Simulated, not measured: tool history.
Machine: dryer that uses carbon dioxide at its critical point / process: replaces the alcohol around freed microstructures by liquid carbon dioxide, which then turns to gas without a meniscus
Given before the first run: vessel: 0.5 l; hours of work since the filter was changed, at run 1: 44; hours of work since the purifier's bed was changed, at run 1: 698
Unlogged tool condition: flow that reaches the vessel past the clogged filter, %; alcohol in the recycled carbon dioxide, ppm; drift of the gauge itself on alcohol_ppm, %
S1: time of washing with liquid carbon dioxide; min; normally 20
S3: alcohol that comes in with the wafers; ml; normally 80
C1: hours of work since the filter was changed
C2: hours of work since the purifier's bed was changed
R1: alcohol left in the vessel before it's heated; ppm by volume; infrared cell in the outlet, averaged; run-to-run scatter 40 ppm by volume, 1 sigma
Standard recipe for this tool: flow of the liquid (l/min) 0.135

{"run": 1, "hour": 0.0, "S1": 20, "flow of the liquid (l/min)": 0.135, "S3": 80, "C1": 44, "C2": 698, "R1": 3162}
{"run": 2, "hour": 28.9, "S1": 20, "flow of the liquid (l/min)": 0.135, "S3": 80, "C1": 62, "C2": 716, "R1": 3188}
{"hour": 33.3, "done": "purifier's bed changed"}
{"run": 3, "hour": 47.8, "S1": 20, "flow of the liquid (l/min)": 0.135, "S3": 80, "C1": 72, "C2": 9, "R1": 2978}
{"run": 4, "hour": 73.9, "S1": 20, "flow of the liquid (l/min)": 0.135, "S3": 115, "C1": 87, "C2": 25, "R1": 4443}
{"run": 5, "hour": 98.2, "S1": 29, "flow of the liquid (l/min)": 0.135, "S3": 80, "C1": 102, "C2": 39, "R1": 545}
{"run": 6, "hour": 110.8, "S1": 20, "flow of the liquid (l/min)": 0.114, "S3": 80, "C1": 110, "C2": 47, "R1": 6106}
{"run": 7, "hour": 126.9, "S1": 21, "flow of the liquid (l/min)": 0.114, "S3": 80, "C1": 119, "C2": 57, "R1": 5181}
{"run": 8, "hour": 155.7, "S1": 21, "flow of the liquid (l/min)": 0.179, "S3": 80, "C1": 137, "C2": 74, "R1": 687}
{"run": 9, "hour": 180.4, "S1": 21, "flow of the liquid (l/min)": 0.179, "S3": 80, "C1": 152, "C2": 89, "R1": 714}
{"run": 10, "hour": 193.9, "S1": 21, "flow of the liquid (l/min)": 0.179, "S3": 32, "C1": 160, "C2": 97, "R1": 318}
{"run": 11, "hour": 211.4, "S1": 21, "flow of the liquid (l/min)": 0.179, "S3": 32, "C1": 170, "C2": 108, "R1": 315}
{"run": 12, "hour": 239.2, "S1": 20, "flow of the liquid (l/min)": 0.135, "S3": 80, "C1": 187, "C2": 124, "R1": 3540}
{"run": 13, "hour": 255.8, "S1": 20, "flow of the liquid (l/min)": 0.135, "S3": 25, "C1": 197, "C2": 135, "R1": 1173}
{"run": 14, "hour": 273.6, "S1": 20, "flow of the liquid (l/min)": 0.135, "S3": 80, "C1": 208, "C2": 145, "R1": 3731}
{"run": 15, "hour": 301.7, "S1": 20, "flow of the liquid (l/min)": 0.135, "S3": 80, "C1": 225, "C2": 162, "R1": 3752}
{"run": 16, "hour": 324.0, "S1": 20, "flow of the liquid (l/min)": 0.135, "S3": 23, "C1": 239, "C2": 176, "R1": 1165}
{"run": 17, "hour": 339.8, "S1": 20, "flow of the liquid (l/min)": 0.135, "S3": 80, "C1": 248, "C2": 185, "R1": 3924}
{"run": 18, "hour": 369.1, "S1": 20, "flow of the liquid (l/min)": 0.135, "S3": 80, "C1": 266, "C2": 203, "R1": 4157}
{"run": 19, "hour": 397.6, "S1": 20, "flow of the liquid (l/min)": 0.135, "S3": 80, "C1": 283, "C2": 220, "R1": 4135}
{"run": 20, "hour": 423.3, "S1": 20, "flow of the liquid (l/min)": 0.135, "S3": 80, "C1": 299, "C2": 236, "R1": 4169}
{"run": 21, "hour": 446.6, "S1": 20, "flow of the liquid (l/min)": 0.135, "S3": 80, "C1": 313, "C2": 250, "R1": 4383}
{"run": 22, "hour": 471.9, "S1": 20, "flow of the liquid (l/min)": 0.135, "S3": 80, "C1": 328, "C2": 265, "R1": 4462}
{"run": 23, "hour": 484.8, "S1": 20, "flow of the liquid (l/min)": 0.135, "S3": 80, "C1": 336, "C2": 273, "R1": 4442}
{"run": 24, "hour": 500.6, "S1": 20, "flow of the liquid (l/min)": 0.135, "S3": 28, "C1": 345, "C2": 283, "R1": 1683}
{"run": 25, "hour": 516.6, "S1": 18, "flow of the liquid (l/min)": 0.135, "S3": 21, "C1": 355, "C2": 292, "R1": 1815}
{"run": 26, "hour": 541.5, "S1": 27, "flow of the liquid (l/min)": 0.124, "S3": 93, "C1": 370, "C2": 307, "R1": 2524}
{"run": 27, "hour": 570.4, "S1": 21, "flow of the liquid (l/min)": 0.148, "S3": 50, "C1": 388, "C2": 325, "R1": 1897}
{"run": 28, "hour": 595.5, "S1": 21, "flow of the liquid (l/min)": 0.148, "S3": 50, "C1": 403, "C2": 340, "R1": 1916}
{"run": 29, "hour": 610.6, "S1": 12, "flow of the liquid (l/min)": 0.135, "S3": 80, "C1": 412, "C2": 349, "R1": 19904}
{"run": 30, "hour": 636.9, "S1": 20, "flow of the liquid (l/min)": 0.126, "S3": 102, "C1": 428, "C2": 365, "R1": 8207}
{"run": 31, "hour": 663.6, "S1": 29, "flow of the liquid (l/min)": 0.085, "S3": 101, "C1": 444, "C2": 381, "R1": 9644}
{"hour": 668.9, "done": "inlet filter changed"}
{"run": 32, "hour": 681.6, "S1": 16, "flow of the liquid (l/min)": 0.163, "S3": 51, "C1": 8, "C2": 392, "R1": 2117}
{"run": 33, "hour": 709.3, "S1": 28, "flow of the liquid (l/min)": 0.109, "S3": 22, "C1": 24, "C2": 408, "R1": 656}
{"run": 34, "hour": 723.7, "S1": 20, "flow of the liquid (l/min)": 0.118, "S3": 27, "C1": 33, "C2": 417, "R1": 1787}
{"run": 35, "hour": 751.8, "S1": 20, "flow of the liquid (l/min)": 0.118, "S3": 27, "C1": 50, "C2": 434, "R1": 1814}
{"run": 36, "hour": 775.8, "S1": 16, "flow of the liquid (l/min)": 0.118, "S3": 33, "C1": 65, "C2": 449, "R1": 4421}
{"run": 37, "hour": 799.5, "S1": 16, "flow of the liquid (l/min)": 0.118, "S3": 33, "C1": 79, "C2": 463, "R1": 4328}
{"run": 38, "hour": 818.0, "S1": 20, "flow of the liquid (l/min)": 0.19, "S3": 80, "C1": 90, "C2": 474, "R1": 743}
{"run": 39, "hour": 840.7, "S1": 24, "flow of the liquid (l/min)": 0.19, "S3": 80, "C1": 104, "C2": 488, "R1": 392}
{"run": 40, "hour": 861.4, "S1": 30, "flow of the liquid (l/min)": 0.209, "S3": 80, "C1": 116, "C2": 500, "R1": 231}
{"run": 41, "hour": 887.7, "S1": 15, "flow of the liquid (l/min)": 0.209, "S3": 80, "C1": 132, "C2": 516, "R1": 1760}
{"run": 42, "hour": 914.5, "S1": 23, "flow of the liquid (l/min)": 0.196, "S3": 107, "C1": 149, "C2": 532, "R1": 519}
{"run": 43, "hour": 931.0, "S1": 18, "flow of the liquid (l/min)": 0.118, "S3": 42, "C1": 159, "C2": 542, "R1": 4354}
{"run": 44, "hour": 946.4, "S1": 15, "flow of the liquid (l/min)": 0.135, "S3": 80, "C1": 168, "C2": 552, "R1": 9236}
{"run": 45, "hour": 964.2, "S1": 27, "flow of the liquid (l/min)": 0.11, "S3": 46, "C1": 179, "C2": 562, "R1": 1688}
{"run": 46, "hour": 982.2, "S1": 20, "flow of the liquid (l/min)": 0.135, "S3": 30, "C1": 190, "C2": 573, "R1": 1554}
{"run": 47, "hour": 996.6, "S1": 20, "flow of the liquid (l/min)": 0.135, "S3": 33, "C1": 198, "C2": 582, "R1": 1669}

Below, some changes in R1 between adjacent runs. For each, the amount present without the hidden state too (settings, incoming material, random variation) and the amount remaining for the hidden state with gauge scatter not shared by both compared results:
Run 28 -> 29: S1 21 -> 12, flow of the liquid (l/min) 0.148 -> 0.135, S3 50 -> 80. R1 +17988 ppm by volume: hidden state +5279, all else +12709.
Run 29 -> 30: S1 12 -> 20, flow of the liquid (l/min) 0.135 -> 0.126, S3 80 -> 102. R1 -11697 ppm by volume: hidden state -2510, all else -9187.
Run 31 -> 32: S1 29 -> 16, flow of the liquid (l/min) 0.085 -> 0.163, S3 101 -> 51, inlet filter changed. R1 -7527 ppm by volume: hidden state -4221, all else -3306.
Run 44 -> 45: S1 15 -> 27, flow of the liquid (l/min) 0.135 -> 0.11, S3 80 -> 46. R1 -7548 ppm by volume: hidden state -1224, all else -6324.
